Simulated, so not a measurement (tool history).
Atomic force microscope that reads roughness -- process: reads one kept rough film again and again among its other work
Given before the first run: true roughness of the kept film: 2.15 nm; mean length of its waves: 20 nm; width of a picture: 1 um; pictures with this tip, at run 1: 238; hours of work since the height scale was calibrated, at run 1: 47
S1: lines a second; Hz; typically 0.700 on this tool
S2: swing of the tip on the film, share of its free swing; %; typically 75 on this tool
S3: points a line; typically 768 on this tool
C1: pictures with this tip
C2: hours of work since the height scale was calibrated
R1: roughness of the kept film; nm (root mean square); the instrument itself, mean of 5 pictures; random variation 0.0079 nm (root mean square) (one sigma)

run	day	S1	S2	S3	C1	C2	R1
1	0.000	0.700	75	768	238	47	1.435
2	1.617	0.700	75	983	280	65	1.418
# day 1.796: new tip fitted
3	2.912	0.700	75	572	29	79	1.646
4	4.625	0.700	75	768	74	98	1.615
5	6.196	0.700	75	768	114	115	1.580
6	7.367	0.700	75	768	145	128	1.530
7	9.100	0.700	75	768	190	147	1.511
8	10.812	0.700	75	768	234	166	1.479
# day 10.988: height scale calibrated on a step standard
9	12.538	1.259	75	768	278	17	1.395
# day 12.788: new tip fitted
10	13.858	1.259	75	768	28	31	1.628
11	15.117	0.558	64	768	60	45	1.669
12	15.867	0.558	64	468	80	54	1.630
# day 16.246: height scale calibrated on a step standard, once more
13	16.646	2.766	84	975	99	4	1.353
14	18.042	2.613	77	622	135	20	1.404
15	19.829	0.928	58	436	182	40	1.511
16	21.267	0.928	58	436	219	55	1.500
17	22.954	0.928	58	436	263	74	1.465
# day 23.733: new tip fitted
18	24.442	0.928	58	436	19	90	1.667
19	25.600	0.928	75	936	49	103	1.613
20	26.521	2.246	57	768	73	113	1.611

For each entry between runs, how does the tool's hidden state at the last listed run before it compare with that at the first listed run after it?
Runs 2 to 3: new tip fitted (day 1.796)
  radius of the tip, nm: 22.1 -> 11.7; height scale over the true one, %: 0.07 -> 0.09
  difference, measured minus the result without the unlogged condition, R1: -0.298 -> -0.048 nm (root mean square)
Runs 8 to 9: height scale calibrated on a step standard (day 10.988)
  radius of the tip, nm: 19.4 -> 21; height scale over the true one, %: 0.23 -> 0.3
  difference, measured minus the result without the unlogged condition, R1: -0.240 -> -0.266 nm (root mean square)
Runs 9 to 10: new tip fitted (day 12.788)
  radius of the tip, nm: 21 -> 11.6; height scale over the true one, %: 0.3 -> 0.32
  difference, measured minus the result without the unlogged condition, R1: -0.266 -> -0.042 nm (root mean square)
Runs 12 to 13: height scale calibrated on a step standard, once more (day 16.246)
  radius of the tip, nm: 13.6 -> 14.2; height scale over the true one, %: 0.36 -> -0.14
  difference, measured minus the result without the unlogged condition, R1: -0.096 -> -0.102 nm (root mean square)
Runs 17 to 18: new tip fitted (day 23.733)
  radius of the tip, nm: 20.3 -> 11.3; height scale over the true one, %: -0.03 -> 0
  difference, measured minus the result without the unlogged condition, R1: -0.262 -> -0.037 nm (root mean square)
